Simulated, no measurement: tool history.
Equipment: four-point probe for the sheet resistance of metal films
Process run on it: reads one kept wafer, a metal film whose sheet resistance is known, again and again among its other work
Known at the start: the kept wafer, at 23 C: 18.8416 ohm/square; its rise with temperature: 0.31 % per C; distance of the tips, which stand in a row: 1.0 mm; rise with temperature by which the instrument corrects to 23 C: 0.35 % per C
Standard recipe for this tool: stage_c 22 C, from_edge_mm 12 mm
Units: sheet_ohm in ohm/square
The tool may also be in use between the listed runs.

| run | day | stage_c | from_edge_mm | sheet_ohm |
|---|---|---|---|---|
| 1 | 0 | 22 | 12 | 19.030136 |
| 2 | 2.588 | 22 | 12 | 19.044362 |
| 3 | 6.754 | 22 | 12 | 19.058302 |
| 4 | 8.858 | 22 | 12 | 19.061843 |
| 5 | 12.596 | 34 | 12 | 18.970453 |
| 6 | 15.554 | 29 | 12 | 19.019436 |
| 7 | 20.217 | 20 | 12 | 19.109634 |
| 8 | 23.817 | 19 | 12 | 19.126608 |
| 9 | 28.308 | 19 | 12 | 19.135295 |
| 10 | 31.138 | 19 | 12 | 19.147403 |
| 11 | 35.858 | 19 | 12 | 19.139367 |
| 12 | 38.325 | 19 | 12 | 19.151253 |
| 13 | 41.742 | 18 | 18 | 19.126613 |
| 14 | 46.288 | 34 | 51 | 18.977621 |
| 15 | 50.946 | 22 | 68 | 19.087722 |
| 16 | 55.033 | 22 | 68 | 18.767476 |
| 17 | 58.883 | 22 | 68 | 18.781795 |
| 18 | 61.083 | 29 | 12 | 18.794341 |
| 19 | 63.888 | 29 | 12 | 18.804779 |
| 20 | 67.354 | 29 | 12 | 18.816646 |
| 21 | 71.454 | 30 | 18 | 18.784143 |
| 22 | 75.367 | 30 | 18 | 18.787646 |
| 23 | 77.529 | 30 | 18 | 18.803242 |

Not shown here: 2 entries made in the log between runs. Locate each between two listed runs and compare the hidden state at the listed run before it with the hidden state at the listed run after it:
Run 10 -> run 11: stage's thermometer calibrated (day 34.954)
  inner tips' distance over the nominal, %: 0.883 -> 0.941; tips' flats over new ones', %: 81 -> 88; wafer's true temperature over the reading, C: 0.28 -> 0.03
  what was measured, less what the result would be without the hidden state, sheet_ohm: +0.19791 -> +0.19467 ohm/square
Run 15 -> run 16: new probe head fitted (day 53.396)
  inner tips' distance over the nominal, %: 1.12 -> -0.408; tips' flats over new ones', %: 111 -> 2; wafer's true temperature over the reading, C: 0.08 -> 0.09
  what was measured, less what the result would be without the hidden state, sheet_ohm: +0.233476 -> -0.077864 ohm/square

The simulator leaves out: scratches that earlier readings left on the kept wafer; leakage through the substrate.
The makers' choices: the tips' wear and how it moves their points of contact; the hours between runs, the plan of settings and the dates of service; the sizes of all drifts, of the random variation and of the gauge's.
